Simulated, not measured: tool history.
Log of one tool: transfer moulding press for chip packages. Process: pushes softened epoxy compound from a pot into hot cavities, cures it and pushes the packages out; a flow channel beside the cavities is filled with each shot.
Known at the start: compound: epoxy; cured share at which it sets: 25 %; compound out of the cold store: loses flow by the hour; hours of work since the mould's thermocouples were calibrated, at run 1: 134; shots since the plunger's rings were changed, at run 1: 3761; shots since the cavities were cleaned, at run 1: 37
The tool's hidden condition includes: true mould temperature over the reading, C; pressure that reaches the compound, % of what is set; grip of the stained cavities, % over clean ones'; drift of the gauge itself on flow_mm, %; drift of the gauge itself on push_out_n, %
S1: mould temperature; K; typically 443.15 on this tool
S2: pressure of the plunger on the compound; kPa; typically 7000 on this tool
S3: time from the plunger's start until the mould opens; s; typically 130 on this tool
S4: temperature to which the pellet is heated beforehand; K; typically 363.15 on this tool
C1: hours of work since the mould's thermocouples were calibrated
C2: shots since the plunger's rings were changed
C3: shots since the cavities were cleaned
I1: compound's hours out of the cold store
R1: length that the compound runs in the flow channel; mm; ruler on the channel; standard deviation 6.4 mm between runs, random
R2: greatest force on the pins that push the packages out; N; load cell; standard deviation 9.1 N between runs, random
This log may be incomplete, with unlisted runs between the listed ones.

run	day	S1	S2	S3	S4	C1	C2	C3	I1	R1	R2
1	0.000	443.15	7000	130	363.15	134	3761	37	30.1	717	447
2	0.288	443.15	7000	130	363.15	138	3827	103	8.1	806	496
3	0.512	443.15	7140	130	363.15	142	3878	154	45.6	676	486
4	0.808	443.15	7140	130	363.15	146	3946	222	22.1	750	523
5	1.333	443.15	7140	130	363.15	154	4066	342	26.7	734	576
6	1.729	443.15	7140	130	356.15	159	4156	432	17.6	776	585
# day 1.817: cavities cleaned with cleaning compound and waxed
7	2.150	443.15	7140	130	356.15	164	4237	76	20.2	748	456
8	2.575	443.15	7140	130	354.15	171	4335	174	16.1	774	491
9	3.042	443.15	7000	130	363.15	178	4441	280	18.6	764	534
10	3.338	443.15	7000	130	363.15	182	4509	348	18.6	754	560
11	3.700	443.15	7000	130	363.15	187	4592	431	15.4	750	584
# day 3.796: cavities cleaned with cleaning compound and waxed
12	4.208	443.15	7000	130	363.15	194	4693	94	19.9	746	457
13	4.546	443.15	7000	130	363.15	199	4771	172	10.5	781	499
14	4.829	443.15	7000	130	363.15	203	4835	236	40.9	657	503

Estimate the outcome of run 15 from the log above:
15	5.300	443.15	7000	130	358.15	210	4943	344	43.5	?	?

Run 15 gave R1 650 mm, R2 531 N.
Minus the tool's unlogged condition, the same run would have read R1 727 mm, R2 394 N.

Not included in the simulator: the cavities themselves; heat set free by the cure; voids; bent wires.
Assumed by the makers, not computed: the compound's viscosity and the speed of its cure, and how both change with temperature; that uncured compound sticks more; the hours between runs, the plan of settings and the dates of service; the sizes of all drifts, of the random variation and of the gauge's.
